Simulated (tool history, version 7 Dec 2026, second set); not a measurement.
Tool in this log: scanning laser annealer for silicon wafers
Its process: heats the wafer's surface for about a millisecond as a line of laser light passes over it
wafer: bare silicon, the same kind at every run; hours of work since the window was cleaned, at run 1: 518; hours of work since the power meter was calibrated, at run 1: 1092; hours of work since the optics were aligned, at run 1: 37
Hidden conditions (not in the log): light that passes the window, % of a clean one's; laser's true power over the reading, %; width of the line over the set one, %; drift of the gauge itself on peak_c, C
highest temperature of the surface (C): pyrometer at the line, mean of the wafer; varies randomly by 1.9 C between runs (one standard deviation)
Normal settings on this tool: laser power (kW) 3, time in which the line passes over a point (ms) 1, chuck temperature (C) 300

run	hour	laser power (kW)	time in which the line passes over a point (ms)	chuck temperature (C)	hours of work since the window was cleaned	hours of work since the power meter was calibrated	hours of work since the optics were aligned	highest temperature of the surface (C)
1	0	3	1	300	518	1092	37	1070
2	31.9	3	1	300	537	1111	56	1071
3	82	3	1	335	566	1141	85	1104
4	126	3	1.18	300	592	1166	111	1150
5	149	3	1	300	605	1180	124	1068
6	192.8	3	1	300	631	1206	150	1063
7	219	3	1	300	646	1221	165	1063
8	249.6	3	1	300	664	1239	183	1063
9	293.2	3	1.17	300	690	1264	209	1136
10	330	3.214	1.17	300	712	1286	231	1212
11	371.6	3.214	1.17	300	736	1310	255	1210
12	413.5	3	1	338	760	1335	279	1093
13	447.4	3	1	338	780	1355	299	1092
14	482.3	3	1	300	801	1375	320	1054
15	523.4	3	1	300	825	1399	344	1048
16	568.9	3	0.84	300	852	1426	371	976
# hour 598.6: window over the wafer cleaned
17	600	3	0.84	300	1	1443	388	1019
18	651.5	3	0.84	300	31	1473	418	1018
19	689.7	3	0.84	300	53	1496	440	1020
20	726.5	3.212	0.82	300	75	1517	462	1073
21	748.8	3	1	340	88	1530	475	1137
22	790.5	3	1	321	112	1555	499	1113
23	825.7	2.561	1.05	266	133	1575	520	927
24	874	2.599	0.83	266	161	1604	548	848
25	918.1	2.989	0.72	328	187	1630	574	972
26	957.2	3.127	1.15	313	210	1652	597	1211
27	1001.4	2.66	0.95	336	236	1678	623	985
28	1034.3	3.068	0.97	271	255	1698	642	1060
29	1071.6	2.561	0.97	303	277	1720	664	923
30	1124.1	2.882	1.2	310	308	1750	695	1132
31	1146.6	2.805	0.93	273	321	1764	708	951
32	1200	2.556	1.19	304	353	1795	739	996
33	1230.3	2.695	1	300	370	1813	757	970

Per-run results on a tool with no hidden state, each run keeping its own random variation:
run	highest temperature of the surface (C)
1	1104
2	1107
3	1142
4	1194
5	1109
6	1106
7	1107
8	1108
9	1188
10	1271
11	1271
12	1146
13	1147
14	1110
15	1106
16	1030
17	1026
18	1027
19	1030
20	1086
21	1151
22	1129
23	942
24	863
25	991
26	1238
27	1006
28	1088
29	947
30	1166
31	980
32	1028
33	1002
